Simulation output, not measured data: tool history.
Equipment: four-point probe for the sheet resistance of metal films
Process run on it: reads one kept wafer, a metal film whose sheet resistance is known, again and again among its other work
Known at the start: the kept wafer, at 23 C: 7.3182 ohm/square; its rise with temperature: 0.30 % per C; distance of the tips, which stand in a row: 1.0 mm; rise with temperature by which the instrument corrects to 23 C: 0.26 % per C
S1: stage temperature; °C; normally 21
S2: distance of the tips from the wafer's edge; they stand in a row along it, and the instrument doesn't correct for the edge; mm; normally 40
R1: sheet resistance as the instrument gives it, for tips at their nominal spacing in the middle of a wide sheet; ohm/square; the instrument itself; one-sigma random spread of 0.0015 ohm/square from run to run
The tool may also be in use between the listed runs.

run 1 day=0.000 | S1=21 S2=40 | R1=7.323206
run 2 day=0.554 | S1=21 S2=40 | R1=7.322968
run 3 day=1.217 | S1=21 S2=40 | R1=7.322347
run 4 day=1.783 | S1=21 S2=40 | R1=7.322662
run 5 day=2.092 | S1=21 S2=40 | R1=7.321616
run 6 day=2.567 | S1=21 S2=40 | R1=7.326067
run 7 day=3.017 | S1=21 S2=40 | R1=7.322376
run 8 day=3.300 | S1=21 S2=3 | R1=7.732653
run 9 day=3.592 | S1=21 S2=40 | R1=7.321626
run 10 day=4.083 | S1=21 S2=40 | R1=7.322798
run 11 day=4.533 | S1=21 S2=40 | R1=7.324062
run 12 day=5.008 | S1=21 S2=40 | R1=7.325127
run 13 day=5.279 | S1=23 S2=40 | R1=7.330557
run 14 day=5.767 | S1=31 S2=30 | R1=7.356078
run 15 day=6.096 | S1=31 S2=30 | R1=7.353802
run 16 day=6.388 | S1=32 S2=52 | R1=7.353273
run 17 day=6.783 | S1=25 S2=6 | R1=7.441341
run 18 day=7.292 | S1=27 S2=40 | R1=7.342562
run 19 day=7.575 | S1=22 S2=6 | R1=7.435407
run 20 day=8.021 | S1=20 S2=30 | R1=7.325054
run 21 day=8.558 | S1=34 S2=3 | R1=7.773756
run 22 day=9.129 | S1=23 S2=10 | R1=7.369247
run 23 day=9.525 | S1=33 S2=13 | R1=7.379092
run 24 day=9.862 | S1=31 S2=6 | R1=7.460127

Expected results for the next run?
run 25 day=10.242 | S1=24 S2=9 | R1=?

Run 25 produced R1 7.379392 ohm/square.
With no hidden state in the tool, this same run would have given R1 7.368735 ohm/square.
